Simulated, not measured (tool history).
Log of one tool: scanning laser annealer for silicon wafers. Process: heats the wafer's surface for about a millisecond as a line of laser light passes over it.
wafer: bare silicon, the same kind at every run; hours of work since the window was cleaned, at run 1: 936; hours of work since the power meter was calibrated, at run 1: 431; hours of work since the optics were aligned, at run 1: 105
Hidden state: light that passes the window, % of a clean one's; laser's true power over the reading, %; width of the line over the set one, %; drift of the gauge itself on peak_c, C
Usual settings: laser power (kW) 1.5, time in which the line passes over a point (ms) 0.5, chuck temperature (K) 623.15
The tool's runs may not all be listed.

| run | day | laser power (kW) | time in which the line passes over a point (ms) | chuck temperature (K) | hours of work since the window was cleaned | hours of work since the power meter was calibrated | hours of work since the optics were aligned | highest temperature of the surface (K) |
|---|---|---|---|---|---|---|---|---|
| 1 | 0 | 1.5 | 0.5 | 623.15 | 936 | 431 | 105 | 1298.15 |
| 2 | 0.438 | 1.5 | 0.5 | 623.15 | 942 | 437 | 112 | 1301.15 |
| 3 | 1.346 | 1.5 | 0.5 | 623.15 | 955 | 450 | 125 | 1298.15 |
|  | 1.717 | window over the wafer cleaned |
| 4 | 1.942 | 1.5 | 0.5 | 623.15 | 3 | 458 | 132 | 1274.15 |
| 5 | 2.646 | 1.5 | 0.5 | 631.15 | 13 | 468 | 142 | 1290.15 |
| 6 | 3.254 | 1.5 | 0.5 | 631.15 | 22 | 476 | 151 | 1289.15 |
|  | 3.817 | window over the wafer cleaned, once more |
| 7 | 4.333 | 1.5 | 0.61 | 623.15 | 7 | 491 | 165 | 1391.15 |
| 8 | 5.283 | 1.5 | 0.399 | 623.15 | 21 | 504 | 178 | 1257.15 |
| 9 | 5.796 | 1.5 | 0.399 | 623.15 | 28 | 511 | 186 | 1255.15 |
| 10 | 6.479 | 1.5 | 0.399 | 623.15 | 38 | 521 | 196 | 1258.15 |
| 11 | 6.962 | 1.5 | 0.399 | 623.15 | 45 | 528 | 202 | 1253.15 |
| 12 | 7.633 | 1.5 | 0.5 | 623.15 | 55 | 538 | 212 | 1325.15 |
| 13 | 8.112 | 1.423 | 0.5 | 623.15 | 61 | 545 | 219 | 1274.15 |
| 14 | 8.938 | 1.423 | 0.5 | 623.15 | 73 | 556 | 231 | 1278.15 |
| 15 | 9.392 | 1.423 | 0.5 | 623.15 | 80 | 563 | 237 | 1276.15 |
| 16 | 9.962 | 1.5 | 0.5 | 631.15 | 88 | 571 | 245 | 1329.15 |
| 17 | 10.558 | 1.5 | 0.405 | 623.15 | 96 | 579 | 254 | 1256.15 |
| 18 | 11.033 | 1.5 | 0.5 | 623.15 | 103 | 586 | 261 | 1321.15 |
| 19 | 11.517 | 1.447 | 0.5 | 623.15 | 110 | 593 | 267 | 1289.15 |
| 20 | 11.942 | 1.447 | 0.5 | 623.15 | 116 | 599 | 273 | 1287.15 |
| 21 | 12.821 | 1.447 | 0.5 | 623.15 | 129 | 612 | 286 | 1287.15 |
| 22 | 13.442 | 1.635 | 0.5 | 595.15 | 138 | 621 | 295 | 1376.15 |
| 23 | 14.321 | 1.59 | 0.5 | 621.15 | 150 | 633 | 307 | 1374.15 |
| 24 | 14.996 | 1.59 | 0.366 | 652.15 | 160 | 643 | 317 | 1303.15 |
| 25 | 15.8 | 1.59 | 0.366 | 621.15 | 171 | 654 | 329 | 1273.15 |
| 26 | 16.308 | 1.65 | 0.432 | 600.15 | 178 | 662 | 336 | 1341.15 |
| 27 | 16.779 | 1.5 | 0.5 | 657.15 | 185 | 668 | 343 | 1351.15 |
| 28 | 17.229 | 1.537 | 0.528 | 634.15 | 192 | 675 | 349 | 1368.15 |
| 29 | 17.758 | 1.537 | 0.528 | 634.15 | 199 | 682 | 357 | 1367.15 |
| 30 | 18.367 | 1.614 | 0.528 | 595.15 | 208 | 691 | 365 | 1376.15 |
| 31 | 19.321 | 1.5 | 0.558 | 622.15 | 221 | 705 | 379 | 1348.15 |
| 32 | 20.15 | 1.616 | 0.367 | 637.15 | 233 | 716 | 391 | 1304.15 |
| 33 | 20.825 | 1.616 | 0.585 | 609.15 | 243 | 726 | 400 | 1427.15 |
| 34 | 21.679 | 1.616 | 0.585 | 609.15 | 255 | 738 | 413 | 1426.15 |
| 35 | 22.254 | 1.384 | 0.585 | 609.15 | 263 | 746 | 421 | 1275.15 |
| 36 | 22.996 | 1.406 | 0.428 | 623.15 | 274 | 757 | 431 | 1217.15 |
| 37 | 23.917 | 1.5 | 0.486 | 644.15 | 287 | 770 | 445 | 1328.15 |
| 38 | 24.425 | 1.5 | 0.486 | 644.15 | 294 | 777 | 452 | 1326.15 |
| 39 | 25.438 | 1.5 | 0.486 | 644.15 | 309 | 792 | 466 | 1326.15 |
| 40 | 26.367 | 1.321 | 0.5 | 583.15 | 322 | 805 | 479 | 1164.15 |

3 ways to go on from here, each from the tool as it stands after run 40. What would each give?
| A | 27.188 | 1.598 | 0.37 | 628.15 | 334 | 817 | 491 | ? |
| B | 27.188 | 1.321 | 0.542 | 590.15 | 334 | 817 | 491 | ? |
| C | 27.188 | 1.481 | 0.514 | 651.15 | 334 | 817 | 491 | ? |

| run | highest temperature of the surface (K) |
|---|---|
| A | 1285.15 |
| B | 1194.15 |
| C | 1336.15 |
Without the tool's hidden state the same runs would have given:
| run | highest temperature of the surface (K) |
|---|---|
| A | 1301.15 |
| B | 1209.15 |
| C | 1352.15 |
